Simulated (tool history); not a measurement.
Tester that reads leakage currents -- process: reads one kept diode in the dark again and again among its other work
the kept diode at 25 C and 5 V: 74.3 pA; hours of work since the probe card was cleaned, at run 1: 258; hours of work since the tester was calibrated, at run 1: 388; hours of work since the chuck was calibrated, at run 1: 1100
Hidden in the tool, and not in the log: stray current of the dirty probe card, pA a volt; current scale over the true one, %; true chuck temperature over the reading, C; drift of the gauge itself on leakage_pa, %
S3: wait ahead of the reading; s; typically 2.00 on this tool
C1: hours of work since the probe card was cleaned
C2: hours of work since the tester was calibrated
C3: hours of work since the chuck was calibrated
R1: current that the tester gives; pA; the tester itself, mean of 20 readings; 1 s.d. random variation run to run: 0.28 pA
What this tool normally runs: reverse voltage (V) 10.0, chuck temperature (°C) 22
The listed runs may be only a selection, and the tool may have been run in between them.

run 1 hour=0.0 | reverse_voltage_(V)=10.0 chuck_temperature_(°C)=22 S3=2.00 | C1=258 C2=388 C3=1100 | R1=85.48
run 2 hour=32.2 | reverse_voltage_(V)=10.0 chuck_temperature_(°C)=22 S3=2.00 | C1=271 C2=402 C3=1113 | R1=85.63
run 3 hour=111.3 | reverse_voltage_(V)=10.0 chuck_temperature_(°C)=22 S3=2.00 | C1=304 C2=434 C3=1146 | R1=85.04
run 4 hour=158.3 | reverse_voltage_(V)=10.0 chuck_temperature_(°C)=22 S3=2.00 | C1=323 C2=454 C3=1165 | R1=85.03
run 5 hour=192.7 | reverse_voltage_(V)=10.0 chuck_temperature_(°C)=22 S3=9.19 | C1=337 C2=468 C3=1179 | R1=84.10
run 6 hour=253.5 | reverse_voltage_(V)=10.0 chuck_temperature_(°C)=49 S3=2.00 | C1=362 C2=493 C3=1205 | R1=524.53
run 7 hour=286.8 | reverse_voltage_(V)=10.0 chuck_temperature_(°C)=49 S3=2.00 | C1=376 C2=507 C3=1218 | R1=526.57
run 8 hour=342.8 | reverse_voltage_(V)=10.0 chuck_temperature_(°C)=49 S3=2.00 | C1=399 C2=530 C3=1241 | R1=526.99
run 9 hour=420.7 | reverse_voltage_(V)=10.0 chuck_temperature_(°C)=49 S3=2.00 | C1=432 C2=562 C3=1274 | R1=528.13
run 10 hour=488.0 | reverse_voltage_(V)=10.0 chuck_temperature_(°C)=49 S3=2.00 | C1=459 C2=590 C3=1301 | R1=524.84
run 11 hour=530.4 | reverse_voltage_(V)=10.0 chuck_temperature_(°C)=49 S3=2.00 | C1=477 C2=607 C3=1319 | R1=523.97
-- hour=536.8 tester calibrated
run 12 hour=578.3 | reverse_voltage_(V)=10.0 chuck_temperature_(°C)=49 S3=2.00 | C1=496 C2=17 C3=1338 | R1=518.98
run 13 hour=624.6 | reverse_voltage_(V)=10.0 chuck_temperature_(°C)=49 S3=2.00 | C1=515 C2=36 C3=1357 | R1=523.42
run 14 hour=659.8 | reverse_voltage_(V)=10.0 chuck_temperature_(°C)=49 S3=2.00 | C1=529 C2=51 C3=1372 | R1=518.45
run 15 hour=700.1 | reverse_voltage_(V)=10.0 chuck_temperature_(°C)=49 S3=2.00 | C1=546 C2=67 C3=1388 | R1=519.94
run 16 hour=768.1 | reverse_voltage_(V)=10.0 chuck_temperature_(°C)=49 S3=2.00 | C1=574 C2=95 C3=1416 | R1=516.83
run 17 hour=814.1 | reverse_voltage_(V)=10.0 chuck_temperature_(°C)=22 S3=2.00 | C1=593 C2=115 C3=1435 | R1=84.06
run 18 hour=870.5 | reverse_voltage_(V)=10.0 chuck_temperature_(°C)=22 S3=2.00 | C1=616 C2=138 C3=1458 | R1=84.17
-- hour=909.8 tester calibrated, once more
run 19 hour=948.4 | reverse_voltage_(V)=10.0 chuck_temperature_(°C)=22 S3=2.00 | C1=648 C2=16 C3=1490 | R1=84.37
run 20 hour=992.9 | reverse_voltage_(V)=10.0 chuck_temperature_(°C)=22 S3=2.00 | C1=666 C2=34 C3=1508 | R1=84.25
run 21 hour=1036.0 | reverse_voltage_(V)=3.8 chuck_temperature_(°C)=22 S3=5.91 | C1=684 C2=52 C3=1526 | R1=47.11
run 22 hour=1078.1 | reverse_voltage_(V)=3.8 chuck_temperature_(°C)=22 S3=0.34 | C1=701 C2=69 C3=1543 | R1=50.18
run 23 hour=1144.3 | reverse_voltage_(V)=19.0 chuck_temperature_(°C)=36 S3=0.88 | C1=729 C2=97 C3=1571 | R1=328.83
run 24 hour=1190.0 | reverse_voltage_(V)=7.6 chuck_temperature_(°C)=28 S3=1.16 | C1=748 C2=116 C3=1590 | R1=110.30
run 25 hour=1263.6 | reverse_voltage_(V)=7.6 chuck_temperature_(°C)=28 S3=1.16 | C1=778 C2=146 C3=1620 | R1=109.81
run 26 hour=1329.0 | reverse_voltage_(V)=6.0 chuck_temperature_(°C)=22 S3=0.32 | C1=805 C2=173 C3=1647 | R1=66.08
run 27 hour=1389.5 | reverse_voltage_(V)=2.0 chuck_temperature_(°C)=28 S3=0.40 | C1=830 C2=198 C3=1672 | R1=50.31
run 28 hour=1432.0 | reverse_voltage_(V)=2.0 chuck_temperature_(°C)=28 S3=0.40 | C1=847 C2=216 C3=1690 | R1=50.56
run 29 hour=1508.4 | reverse_voltage_(V)=2.0 chuck_temperature_(°C)=43 S3=0.40 | C1=879 C2=247 C3=1721 | R1=138.41
run 30 hour=1577.8 | reverse_voltage_(V)=2.7 chuck_temperature_(°C)=28 S3=2.00 | C1=908 C2=276 C3=1750 | R1=58.68
run 31 hour=1637.9 | reverse_voltage_(V)=10.0 chuck_temperature_(°C)=32 S3=2.00 | C1=933 C2=301 C3=1775 | R1=167.97
run 32 hour=1716.1 | reverse_voltage_(V)=1.2 chuck_temperature_(°C)=32 S3=8.15 | C1=965 C2=333 C3=1807 | R1=48.07
run 33 hour=1789.3 | reverse_voltage_(V)=1.2 chuck_temperature_(°C)=32 S3=8.15 | C1=995 C2=363 C3=1837 | R1=47.95
run 34 hour=1828.2 | reverse_voltage_(V)=1.2 chuck_temperature_(°C)=32 S3=8.15 | C1=1011 C2=379 C3=1853 | R1=48.01
run 35 hour=1888.6 | reverse_voltage_(V)=3.2 chuck_temperature_(°C)=57 S3=2.00 | C1=1036 C2=404 C3=1878 | R1=429.24
run 36 hour=1964.0 | reverse_voltage_(V)=10.0 chuck_temperature_(°C)=24 S3=0.46 | C1=1067 C2=435 C3=1909 | R1=100.57
run 37 hour=1999.5 | reverse_voltage_(V)=1.7 chuck_temperature_(°C)=22 S3=2.00 | C1=1082 C2=450 C3=1924 | R1=28.94
run 38 hour=2055.6 | reverse_voltage_(V)=1.7 chuck_temperature_(°C)=22 S3=2.00 | C1=1105 C2=473 C3=1947 | R1=28.82
run 39 hour=2131.5 | reverse_voltage_(V)=1.7 chuck_temperature_(°C)=22 S3=2.00 | C1=1136 C2=504 C3=1978 | R1=28.89

Consider 3 possible next runs. They are alternatives, not a sequence: every one starts from the tool as it was left by run 39. What does each give?
run A hour=2193.7 | reverse_voltage_(V)=1.3 chuck_temperature_(°C)=46 S3=2.00 | C1=1162 C2=530 C3=2004 | R1=?
run B hour=2193.7 | reverse_voltage_(V)=1.6 chuck_temperature_(°C)=25 S3=5.45 | C1=1162 C2=530 C3=2004 | R1=?
run C hour=2193.7 | reverse_voltage_(V)=10.0 chuck_temperature_(°C)=36 S3=2.00 | C1=1162 C2=530 C3=2004 | R1=?

run=A R1=127.86
run=B R1=34.44
run=C R1=217.83
With no hidden state in the tool, these same runs would have given:
run=A R1=143.52
run=B R1=38.67
run=C R1=242.21
